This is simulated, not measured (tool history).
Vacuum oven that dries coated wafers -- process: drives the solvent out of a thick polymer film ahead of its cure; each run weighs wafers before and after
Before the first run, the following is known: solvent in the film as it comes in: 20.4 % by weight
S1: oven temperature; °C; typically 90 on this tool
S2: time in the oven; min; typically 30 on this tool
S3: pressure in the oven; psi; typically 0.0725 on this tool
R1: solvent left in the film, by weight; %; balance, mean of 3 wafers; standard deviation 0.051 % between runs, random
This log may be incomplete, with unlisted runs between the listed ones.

{"run": 1, "hour": 0.0, "S1": 90, "S2": 30, "S3": 0.0725, "R1": 0.86}
{"run": 2, "hour": 20.3, "S1": 90, "S2": 30, "S3": 0.0725, "R1": 0.82}
{"run": 3, "hour": 35.5, "S1": 90, "S2": 30, "S3": 0.0725, "R1": 0.8}
{"run": 4, "hour": 45.2, "S1": 90, "S2": 30, "S3": 0.0725, "R1": 0.81}
{"run": 5, "hour": 59.8, "S1": 90, "S2": 30, "S3": 0.0725, "R1": 0.84}
{"run": 6, "hour": 68.3, "S1": 88, "S2": 30, "S3": 0.0725, "R1": 1}
{"run": 7, "hour": 87.9, "S1": 90, "S2": 30, "S3": 0.088, "R1": 0.81}
{"run": 8, "hour": 96.3, "S1": 90, "S2": 30, "S3": 0.088, "R1": 0.76}
{"run": 9, "hour": 105.7, "S1": 90, "S2": 30, "S3": 0.1595, "R1": 0.96}
{"run": 10, "hour": 117.2, "S1": 101, "S2": 30, "S3": 0.2442, "R1": 0.57}
{"run": 11, "hour": 133.3, "S1": 82, "S2": 25, "S3": 0.0484, "R1": 2.5}
{"run": 12, "hour": 152.4, "S1": 82, "S2": 25, "S3": 0.0484, "R1": 2.44}
{"run": 13, "hour": 162.9, "S1": 90, "S2": 25, "S3": 0.0405, "R1": 1.13}

Predict each of these 5 candidate next runs independently; none follows another, all start after run 13:
{"run": "A", "hour": 176.1, "S1": 98, "S2": 47, "S3": 0.2498, "R1": "?"}
{"run": "B", "hour": 176.1, "S1": 105, "S2": 17, "S3": 0.2841, "R1": "?"}
{"run": "C", "hour": 176.1, "S1": 94, "S2": 30, "S3": 0.0725, "R1": "?"}
{"run": "D", "hour": 176.1, "S1": 90, "S2": 38, "S3": 0.2151, "R1": "?"}
{"run": "E", "hour": 176.1, "S1": 98, "S2": 29, "S3": 0.0725, "R1": "?"}

run=A R1=0.41
run=B R1=1.1
run=C R1=0.49
run=D R1=0.81
run=E R1=0.37
With no hidden state in the tool, these same runs would have given:
run=A R1=0.4
run=B R1=1.09
run=C R1=0.48
run=D R1=0.8
run=E R1=0.36
